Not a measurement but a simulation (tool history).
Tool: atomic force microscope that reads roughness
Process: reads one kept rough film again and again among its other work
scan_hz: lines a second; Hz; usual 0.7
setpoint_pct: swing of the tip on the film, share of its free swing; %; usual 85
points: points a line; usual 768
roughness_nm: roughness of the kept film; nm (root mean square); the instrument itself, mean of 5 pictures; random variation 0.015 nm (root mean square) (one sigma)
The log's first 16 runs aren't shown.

| run | hour | scan_hz | setpoint_pct | points | pictures with this tip | hours of work since the height scale was calibrated | roughness_nm |
|---|---|---|---|---|---|---|---|
|  | 758.9 | new tip fitted |
| 17 | 800.6 | 0.7 | 85 | 768 | 86 | 1876 | 1.883 |
|  | 818.4 | new tip fitted |
| 18 | 861.6 | 0.7 | 85 | 768 | 89 | 1914 | 1.887 |
|  | 878.7 | new tip fitted |
| 19 | 926.5 | 1.117 | 85 | 847 | 99 | 1955 | 1.667 |
|  | 936.3 | new tip fitted |
| 20 | 968.2 | 0.609 | 85 | 434 | 66 | 1981 | 2.155 |
|  | 994.6 | new tip fitted |
| 21 | 1013.7 | 0.609 | 85 | 434 | 40 | 2010 | 2.453 |
|  | 1056.9 | new tip fitted |
| 22 | 1060.2 | 2.733 | 85 | 434 | 6 | 2039 | 2.631 |
|  | 1115.2 | new tip fitted |
| 23 | 1126.8 | 2.733 | 85 | 434 | 24 | 2081 | 2.259 |
|  | 1175.4 | new tip fitted |
| 24 | 1187.3 | 0.7 | 64 | 259 | 25 | 2119 | 2.967 |
| 25 | 1218.7 | 2.173 | 64 | 396 | 89 | 2139 | 1.91 |
|  | 1236.2 | new tip fitted |
| 26 | 1273.8 | 2.173 | 64 | 396 | 78 | 2174 | 2.005 |
|  | 1295.8 | new tip fitted |
| 27 | 1322.1 | 2.173 | 64 | 396 | 54 | 2204 | 2.242 |
|  | 1356.3 | new tip fitted |
| 28 | 1376.1 | 0.7 | 85 | 411 | 41 | 2238 | 2.61 |
|  | 1417.6 | new tip fitted |
| 29 | 1420.1 | 1.313 | 84 | 488 | 6 | 2266 | 3.015 |
| 30 | 1470.3 | 0.802 | 85 | 768 | 109 | 2298 | 1.709 |
|  | 1476.6 | new tip fitted |
| 31 | 1507.8 | 3.33 | 85 | 768 | 64 | 2321 | 1.662 |
|  | 1535 | new tip fitted |
| 32 | 1568.8 | 0.7 | 60 | 1022 | 69 | 2360 | 2.237 |
|  | 1597 | new tip fitted |
| 33 | 1625 | 3.339 | 60 | 1022 | 58 | 2395 | 2.153 |
|  | 1660.9 | new tip fitted |
| 34 | 1687.9 | 2.339 | 85 | 952 | 56 | 2435 | 1.926 |
|  | 1719.5 | new tip fitted |
| 35 | 1744.9 | 2.339 | 86 | 834 | 52 | 2471 | 1.857 |
|  | 1778.1 | new tip fitted |
| 36 | 1782.3 | 2.339 | 58 | 795 | 9 | 2494 | 3.197 |

Forecast each of these 5 alternatives for the next run:
|  | 1836.8 | new tip fitted |
| A | 1837.2 | 0.7 | 66 | 583 | 1 | 2529 | ? |
|  | 1836.8 | new tip fitted |
| B | 1837.2 | 0.738 | 70 | 762 | 1 | 2529 | ? |
|  | 1836.8 | new tip fitted |
| C | 1837.2 | 2.339 | 61 | 870 | 1 | 2529 | ? |
|  | 1836.8 | new tip fitted |
| D | 1837.2 | 2.006 | 74 | 795 | 1 | 2529 | ? |
|  | 1836.8 | new tip fitted |
| E | 1837.2 | 0.7 | 71 | 768 | 1 | 2529 | ? |

| run | roughness_nm |
|---|---|
| A | 3.572 |
| B | 3.553 |
| C | 3.42 |
| D | 3.207 |
| E | 3.535 |
Without the tool's hidden state the same runs would have given:
| run | roughness_nm |
|---|---|
| A | 3.728 |
| B | 3.709 |
| C | 3.57 |
| D | 3.347 |
| E | 3.69 |

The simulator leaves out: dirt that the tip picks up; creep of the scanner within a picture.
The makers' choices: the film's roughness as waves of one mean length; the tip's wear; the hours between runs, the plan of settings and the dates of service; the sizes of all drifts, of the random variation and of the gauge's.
